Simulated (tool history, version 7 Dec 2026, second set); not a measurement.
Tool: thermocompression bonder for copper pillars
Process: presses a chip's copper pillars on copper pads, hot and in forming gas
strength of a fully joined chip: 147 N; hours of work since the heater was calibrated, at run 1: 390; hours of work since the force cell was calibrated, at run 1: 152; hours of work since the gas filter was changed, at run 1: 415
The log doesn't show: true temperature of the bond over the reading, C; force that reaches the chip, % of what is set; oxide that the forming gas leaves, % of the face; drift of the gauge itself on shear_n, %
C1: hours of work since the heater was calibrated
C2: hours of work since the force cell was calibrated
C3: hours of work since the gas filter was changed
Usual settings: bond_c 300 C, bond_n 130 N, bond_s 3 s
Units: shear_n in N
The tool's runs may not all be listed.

{"run": 1, "hour": 0.0, "bond_c": 300, "bond_n": 130, "bond_s": 3, "C1": 390, "C2": 152, "C3": 415, "shear_n": 62.1}
{"run": 2, "hour": 7.0, "bond_c": 300, "bond_n": 130, "bond_s": 3, "C1": 395, "C2": 156, "C3": 420, "shear_n": 62.8}
{"run": 3, "hour": 17.4, "bond_c": 300, "bond_n": 130, "bond_s": 3, "C1": 401, "C2": 163, "C3": 427, "shear_n": 62.7}
{"hour": 26.1, "done": "forming gas filter changed"}
{"run": 4, "hour": 28.4, "bond_c": 300, "bond_n": 130, "bond_s": 3, "C1": 408, "C2": 170, "C3": 2, "shear_n": 65.6}
{"run": 5, "hour": 35.0, "bond_c": 300, "bond_n": 130, "bond_s": 3, "C1": 412, "C2": 174, "C3": 6, "shear_n": 64.0}
{"run": 6, "hour": 41.9, "bond_c": 320, "bond_n": 130, "bond_s": 3, "C1": 417, "C2": 178, "C3": 10, "shear_n": 85.1}
{"run": 7, "hour": 56.6, "bond_c": 320, "bond_n": 130, "bond_s": 3, "C1": 426, "C2": 188, "C3": 19, "shear_n": 82.7}
{"run": 8, "hour": 67.9, "bond_c": 320, "bond_n": 130, "bond_s": 3, "C1": 433, "C2": 195, "C3": 27, "shear_n": 82.8}
{"run": 9, "hour": 77.3, "bond_c": 300, "bond_n": 130, "bond_s": 2, "C1": 439, "C2": 201, "C3": 33, "shear_n": 55.8}
{"run": 10, "hour": 84.3, "bond_c": 300, "bond_n": 130, "bond_s": 3, "C1": 444, "C2": 205, "C3": 37, "shear_n": 64.9}
{"run": 11, "hour": 98.9, "bond_c": 300, "bond_n": 130, "bond_s": 3, "C1": 453, "C2": 214, "C3": 46, "shear_n": 64.8}
{"run": 12, "hour": 106.2, "bond_c": 320, "bond_n": 130, "bond_s": 3, "C1": 458, "C2": 219, "C3": 51, "shear_n": 83.4}
{"run": 13, "hour": 118.6, "bond_c": 320, "bond_n": 130, "bond_s": 3, "C1": 465, "C2": 227, "C3": 59, "shear_n": 83.3}
{"run": 14, "hour": 129.9, "bond_c": 311, "bond_n": 130, "bond_s": 3, "C1": 473, "C2": 234, "C3": 66, "shear_n": 75.0}
{"run": 15, "hour": 138.8, "bond_c": 300, "bond_n": 130, "bond_s": 3, "C1": 478, "C2": 240, "C3": 72, "shear_n": 63.1}
{"run": 16, "hour": 150.2, "bond_c": 300, "bond_n": 130, "bond_s": 3, "C1": 486, "C2": 247, "C3": 79, "shear_n": 63.9}
{"run": 17, "hour": 163.4, "bond_c": 300, "bond_n": 130, "bond_s": 7, "C1": 494, "C2": 255, "C3": 87, "shear_n": 86.1}
{"run": 18, "hour": 174.9, "bond_c": 300, "bond_n": 130, "bond_s": 3, "C1": 501, "C2": 263, "C3": 95, "shear_n": 64.0}
{"run": 19, "hour": 180.9, "bond_c": 300, "bond_n": 130, "bond_s": 3, "C1": 505, "C2": 267, "C3": 98, "shear_n": 62.7}
{"run": 20, "hour": 192.5, "bond_c": 300, "bond_n": 130, "bond_s": 3, "C1": 512, "C2": 274, "C3": 106, "shear_n": 64.5}
{"run": 21, "hour": 199.1, "bond_c": 300, "bond_n": 130, "bond_s": 8, "C1": 517, "C2": 278, "C3": 110, "shear_n": 88.2}
{"run": 22, "hour": 213.6, "bond_c": 300, "bond_n": 130, "bond_s": 3, "C1": 526, "C2": 287, "C3": 119, "shear_n": 62.5}
{"run": 23, "hour": 222.7, "bond_c": 300, "bond_n": 130, "bond_s": 3, "C1": 532, "C2": 293, "C3": 125, "shear_n": 64.1}

Forecast run 24:
{"run": 24, "hour": 231.2, "bond_c": 297, "bond_n": 130, "bond_s": 2, "C1": 537, "C2": 299, "C3": 130, "shear_n": "?"}

Run 24 gave shear_n 53.1 N.
Without the tool's hidden state the same run would have given shear_n 54.1 N.
